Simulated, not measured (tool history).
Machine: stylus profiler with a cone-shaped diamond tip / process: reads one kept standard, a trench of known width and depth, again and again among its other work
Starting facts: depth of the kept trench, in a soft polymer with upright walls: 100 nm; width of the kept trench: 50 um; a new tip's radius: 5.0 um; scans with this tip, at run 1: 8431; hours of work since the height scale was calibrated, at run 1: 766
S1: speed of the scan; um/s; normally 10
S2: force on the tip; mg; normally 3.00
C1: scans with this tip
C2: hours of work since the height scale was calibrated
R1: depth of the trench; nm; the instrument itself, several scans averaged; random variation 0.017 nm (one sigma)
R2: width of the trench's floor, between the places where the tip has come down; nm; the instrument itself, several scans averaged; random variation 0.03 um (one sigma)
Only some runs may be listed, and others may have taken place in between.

{"run": 1, "hour": 0.0, "S1": 10, "S2": 3.0, "C1": 8431, "C2": 766, "R1": 100.51, "R2": 47790}
{"hour": 66.3, "done": "height scale calibrated on a step standard"}
{"run": 2, "hour": 78.9, "S1": 10, "S2": 3.0, "C1": 8737, "C2": 9, "R1": 100.71, "R2": 47720}
{"run": 3, "hour": 146.2, "S1": 10, "S2": 3.0, "C1": 8999, "C2": 60, "R1": 100.71, "R2": 47750}
{"run": 4, "hour": 209.8, "S1": 10, "S2": 3.0, "C1": 9248, "C2": 108, "R1": 100.71, "R2": 47790}
{"run": 5, "hour": 307.9, "S1": 10, "S2": 3.0, "C1": 9631, "C2": 181, "R1": 100.68, "R2": 47690}
{"run": 6, "hour": 357.7, "S1": 10, "S2": 3.0, "C1": 9825, "C2": 218, "R1": 100.65, "R2": 47740}
{"run": 7, "hour": 413.9, "S1": 10, "S2": 3.0, "C1": 10044, "C2": 260, "R1": 100.62, "R2": 47730}
{"run": 8, "hour": 474.7, "S1": 10, "S2": 3.0, "C1": 10282, "C2": 306, "R1": 100.61, "R2": 47700}
{"run": 9, "hour": 533.4, "S1": 10, "S2": 3.61, "C1": 10511, "C2": 350, "R1": 100.71, "R2": 47760}
{"run": 10, "hour": 641.3, "S1": 10, "S2": 3.61, "C1": 10932, "C2": 431, "R1": 100.67, "R2": 47690}
{"run": 11, "hour": 725.3, "S1": 3, "S2": 3.0, "C1": 11260, "C2": 494, "R1": 100.57, "R2": 47730}
{"run": 12, "hour": 788.6, "S1": 2, "S2": 3.0, "C1": 11507, "C2": 541, "R1": 100.54, "R2": 47660}
{"run": 13, "hour": 869.4, "S1": 4, "S2": 3.0, "C1": 11822, "C2": 602, "R1": 100.52, "R2": 47680}
{"run": 14, "hour": 947.8, "S1": 4, "S2": 3.0, "C1": 12128, "C2": 661, "R1": 100.51, "R2": 47730}
{"run": 15, "hour": 1031.7, "S1": 4, "S2": 3.0, "C1": 12456, "C2": 723, "R1": 100.47, "R2": 47650}
{"run": 16, "hour": 1123.5, "S1": 34, "S2": 3.0, "C1": 12814, "C2": 792, "R1": 100.44, "R2": 47600}
{"hour": 1155.4, "done": "height scale calibrated on a step standard"}
{"run": 17, "hour": 1219.8, "S1": 34, "S2": 3.0, "C1": 13188, "C2": 48, "R1": 100.79, "R2": 47530}
{"run": 18, "hour": 1281.6, "S1": 34, "S2": 3.0, "C1": 13429, "C2": 95, "R1": 100.73, "R2": 47600}
{"run": 19, "hour": 1384.7, "S1": 34, "S2": 6.89, "C1": 13832, "C2": 172, "R1": 101.27, "R2": 47620}
{"run": 20, "hour": 1460.8, "S1": 34, "S2": 6.89, "C1": 14129, "C2": 229, "R1": 101.26, "R2": 47560}
{"run": 21, "hour": 1518.0, "S1": 34, "S2": 6.89, "C1": 14352, "C2": 272, "R1": 101.25, "R2": 47560}
{"run": 22, "hour": 1579.4, "S1": 34, "S2": 6.89, "C1": 14592, "C2": 318, "R1": 101.24, "R2": 47580}
{"run": 23, "hour": 1655.5, "S1": 34, "S2": 6.89, "C1": 14889, "C2": 375, "R1": 101.25, "R2": 47610}
{"run": 24, "hour": 1719.3, "S1": 24, "S2": 6.56, "C1": 15138, "C2": 423, "R1": 101.14, "R2": 47550}
{"run": 25, "hour": 1784.3, "S1": 2, "S2": 3.71, "C1": 15392, "C2": 471, "R1": 100.73, "R2": 47560}
{"run": 26, "hour": 1883.4, "S1": 5, "S2": 3.56, "C1": 15778, "C2": 545, "R1": 100.69, "R2": 47560}
{"run": 27, "hour": 1984.0, "S1": 4, "S2": 3.0, "C1": 16171, "C2": 621, "R1": 100.58, "R2": 47560}
{"run": 28, "hour": 2029.5, "S1": 4, "S2": 3.0, "C1": 16349, "C2": 655, "R1": 100.55, "R2": 47510}
{"run": 29, "hour": 2130.6, "S1": 39, "S2": 4.65, "C1": 16743, "C2": 731, "R1": 100.79, "R2": 47490}
{"run": 30, "hour": 2211.7, "S1": 28, "S2": 3.0, "C1": 17060, "C2": 791, "R1": 100.49, "R2": 47470}
{"hour": 2245.2, "done": "height scale calibrated on a step standard"}
{"run": 31, "hour": 2270.8, "S1": 14, "S2": 7.62, "C1": 17289, "C2": 19, "R1": 101.4, "R2": 47520}
{"run": 32, "hour": 2341.1, "S1": 30, "S2": 6.45, "C1": 17563, "C2": 72, "R1": 101.25, "R2": 47510}
{"run": 33, "hour": 2452.3, "S1": 30, "S2": 6.45, "C1": 17997, "C2": 155, "R1": 101.22, "R2": 47470}
{"run": 34, "hour": 2527.3, "S1": 6, "S2": 1.36, "C1": 18290, "C2": 211, "R1": 100.37, "R2": 47430}
{"run": 35, "hour": 2573.7, "S1": 6, "S2": 1.36, "C1": 18471, "C2": 246, "R1": 100.31, "R2": 47510}
{"run": 36, "hour": 2673.4, "S1": 4, "S2": 2.09, "C1": 18860, "C2": 321, "R1": 100.46, "R2": 47500}
{"run": 37, "hour": 2750.4, "S1": 3, "S2": 5.78, "C1": 19161, "C2": 379, "R1": 101.02, "R2": 47520}
{"run": 38, "hour": 2819.4, "S1": 3, "S2": 5.78, "C1": 19430, "C2": 430, "R1": 100.98, "R2": 47440}
{"run": 39, "hour": 2918.1, "S1": 3, "S2": 5.78, "C1": 19815, "C2": 504, "R1": 101.0, "R2": 47460}
{"run": 40, "hour": 2979.0, "S1": 11, "S2": 4.99, "C1": 20053, "C2": 550, "R1": 100.88, "R2": 47450}
{"run": 41, "hour": 3087.8, "S1": 25, "S2": 5.93, "C1": 20478, "C2": 631, "R1": 100.95, "R2": 47420}
{"run": 42, "hour": 3181.5, "S1": 25, "S2": 5.93, "C1": 20843, "C2": 702, "R1": 100.95, "R2": 47360}
{"run": 43, "hour": 3267.2, "S1": 25, "S2": 5.93, "C1": 21178, "C2": 766, "R1": 100.94, "R2": 47400}
{"hour": 3331.5, "done": "height scale calibrated on a step standard"}
{"run": 44, "hour": 3358.6, "S1": 3, "S2": 8.52, "C1": 21533, "C2": 20, "R1": 101.5, "R2": 47480}
{"run": 45, "hour": 3416.7, "S1": 3, "S2": 1.86, "C1": 21760, "C2": 64, "R1": 100.5, "R2": 47410}

Pick out some run-to-run changes in R1. Of each, how much would a tool without hidden state show as well, from the settings, what came in and chance, and how much is left for the hidden state and any gauge scatter not in both results compared?
Unlogged tool condition in this case: radius of the tip, um; height scale over the true one, %; drift of the gauge itself on depth_nm, %; drift of the gauge itself on floor_um, %.
Run 16 -> 17: height scale calibrated on a step standard. R1 +0.35 nm: hidden state +0.33, all else +0.02.
Run 30 -> 31: S1 28 -> 14, S2 3.00 -> 7.62, height scale calibrated on a step standard. R1 +0.91 nm: hidden state +0.25, all else +0.66.
Run 33 -> 34: S1 30 -> 6, S2 6.45 -> 1.36. R1 -0.85 nm: hidden state -0.02, all else -0.83.
Run 43 -> 44: S1 25 -> 3, S2 5.93 -> 8.52, height scale calibrated on a step standard. R1 +0.56 nm: hidden state +0.25, all else +0.31.
Run 44 -> 45: S2 8.52 -> 1.86. R1 -1.00 nm: hidden state -0.02, all else -0.98.

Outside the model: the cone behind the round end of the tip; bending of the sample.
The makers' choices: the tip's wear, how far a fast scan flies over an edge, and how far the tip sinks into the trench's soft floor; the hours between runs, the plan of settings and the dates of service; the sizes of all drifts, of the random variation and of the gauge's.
